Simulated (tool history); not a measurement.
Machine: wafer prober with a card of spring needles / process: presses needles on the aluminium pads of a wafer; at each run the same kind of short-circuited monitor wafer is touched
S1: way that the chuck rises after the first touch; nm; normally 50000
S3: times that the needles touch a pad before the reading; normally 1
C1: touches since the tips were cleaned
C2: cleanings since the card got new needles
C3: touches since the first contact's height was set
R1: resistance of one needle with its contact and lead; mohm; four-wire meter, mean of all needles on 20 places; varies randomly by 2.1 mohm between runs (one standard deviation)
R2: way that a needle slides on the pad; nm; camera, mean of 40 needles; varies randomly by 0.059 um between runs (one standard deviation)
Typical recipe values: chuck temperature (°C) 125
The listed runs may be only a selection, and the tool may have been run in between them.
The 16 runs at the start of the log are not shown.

{"hour": 119.9, "done": "tips cleaned on abrasive film"}
{"run": 17, "hour": 122.5, "S1": 38000, "chuck temperature (°C)": 76, "S3": 1, "C1": 669, "C2": 36, "C3": 78533, "R1": 229, "R2": 5590}
{"hour": 127.6, "done": "tips cleaned on abrasive film"}
{"run": 18, "hour": 127.6, "S1": 57000, "chuck temperature (°C)": 25, "S3": 2, "C1": 0, "C2": 37, "C3": 79825, "R1": 203, "R2": 8260}
{"hour": 135.6, "done": "tips cleaned on abrasive film"}
{"run": 19, "hour": 138.2, "S1": 41000, "chuck temperature (°C)": 103, "S3": 2, "C1": 698, "C2": 38, "C3": 82581, "R1": 231, "R2": 6040}
{"hour": 143.5, "done": "tips cleaned on abrasive film"}
{"run": 20, "hour": 146.2, "S1": 38000, "chuck temperature (°C)": 27, "S3": 2, "C1": 705, "C2": 39, "C3": 84626, "R1": 215, "R2": 5500}
{"hour": 151.2, "done": "tips cleaned on abrasive film"}
{"run": 21, "hour": 157.0, "S1": 43000, "chuck temperature (°C)": 65, "S3": 1, "C1": 1505, "C2": 40, "C3": 87412, "R1": 221, "R2": 6170}
{"hour": 158.7, "done": "tips cleaned on abrasive film"}
{"run": 22, "hour": 163.9, "S1": 39000, "chuck temperature (°C)": 52, "S3": 1, "C1": 1347, "C2": 41, "C3": 89178, "R1": 221, "R2": 5620}
{"hour": 166.2, "done": "tips cleaned on abrasive film"}
{"run": 23, "hour": 170.2, "S1": 39000, "chuck temperature (°C)": 25, "S3": 1, "C1": 1021, "C2": 42, "C3": 90782, "R1": 212, "R2": 5700}
{"hour": 173.8, "done": "tips cleaned on abrasive film"}
{"run": 24, "hour": 180.2, "S1": 39000, "chuck temperature (°C)": 25, "S3": 1, "C1": 1659, "C2": 43, "C3": 93362, "R1": 213, "R2": 5720}
{"hour": 182.1, "done": "tips cleaned on abrasive film"}
{"run": 25, "hour": 184.8, "S1": 37000, "chuck temperature (°C)": 25, "S3": 2, "C1": 701, "C2": 44, "C3": 94537, "R1": 215, "R2": 5390}
{"hour": 190.1, "done": "tips cleaned on abrasive film"}
{"run": 26, "hour": 192.4, "S1": 61000, "chuck temperature (°C)": 36, "S3": 2, "C1": 598, "C2": 45, "C3": 96493, "R1": 202, "R2": 8950}
{"hour": 198.3, "done": "tips cleaned on abrasive film"}
{"run": 27, "hour": 201.5, "S1": 50000, "chuck temperature (°C)": 91, "S3": 2, "C1": 837, "C2": 46, "C3": 98838, "R1": 224, "R2": 7400}
{"hour": 206.4, "done": "tips cleaned on abrasive film"}
{"run": 28, "hour": 209.9, "S1": 44000, "chuck temperature (°C)": 62, "S3": 2, "C1": 911, "C2": 47, "C3": 100997, "R1": 219, "R2": 6410}
{"hour": 213.9, "done": "tips cleaned on abrasive film"}
{"run": 29, "hour": 216.5, "S1": 47000, "chuck temperature (°C)": 29, "S3": 2, "C1": 688, "C2": 48, "C3": 102689, "R1": 210, "R2": 6780}
{"hour": 221.4, "done": "tips cleaned on abrasive film"}
{"run": 30, "hour": 225.4, "S1": 69000, "chuck temperature (°C)": 78, "S3": 2, "C1": 1035, "C2": 49, "C3": 104977, "R1": 214, "R2": 10080}
{"hour": 229.0, "done": "tips cleaned on abrasive film"}
{"run": 31, "hour": 233.0, "S1": 69000, "chuck temperature (°C)": 78, "S3": 2, "C1": 1034, "C2": 50, "C3": 106933, "R1": 213, "R2": 9980}
{"hour": 237.2, "done": "tips cleaned on abrasive film"}
{"run": 32, "hour": 239.5, "S1": 69000, "chuck temperature (°C)": 78, "S3": 2, "C1": 595, "C2": 51, "C3": 108593, "R1": 214, "R2": 9880}

5 options for the next run, each taken on its own from the tool as it stands now. Forecast them:
{"run": "A", "hour": 244.0, "S1": 50000, "chuck temperature (°C)": 39, "S3": 1, "C1": 1760, "C2": 51, "C3": 109758, "R1": "?", "R2": "?"}
{"run": "B", "hour": 244.0, "S1": 50000, "chuck temperature (°C)": 104, "S3": 1, "C1": 1760, "C2": 51, "C3": 109758, "R1": "?", "R2": "?"}
{"run": "C", "hour": 244.0, "S1": 34000, "chuck temperature (°C)": 27, "S3": 1, "C1": 1760, "C2": 51, "C3": 109758, "R1": "?", "R2": "?"}
{"run": "D", "hour": 244.0, "S1": 61000, "chuck temperature (°C)": 78, "S3": 3, "C1": 1760, "C2": 51, "C3": 109758, "R1": "?", "R2": "?"}
{"run": "E", "hour": 244.0, "S1": 36000, "chuck temperature (°C)": 125, "S3": 3, "C1": 1760, "C2": 51, "C3": 109758, "R1": "?", "R2": "?"}

run=A R1=208 R2=7330
run=B R1=230 R2=7240
run=C R1=217 R2=4920
run=D R1=215 R2=8970
run=E R1=245 R2=5280
With the hidden condition removed and each run's random variation left untouched, the same runs would have given:
run=A R1=208 R2=7330
run=B R1=230 R2=7240
run=C R1=216 R2=4920
run=D R1=214 R2=8970
run=E R1=245 R2=5280
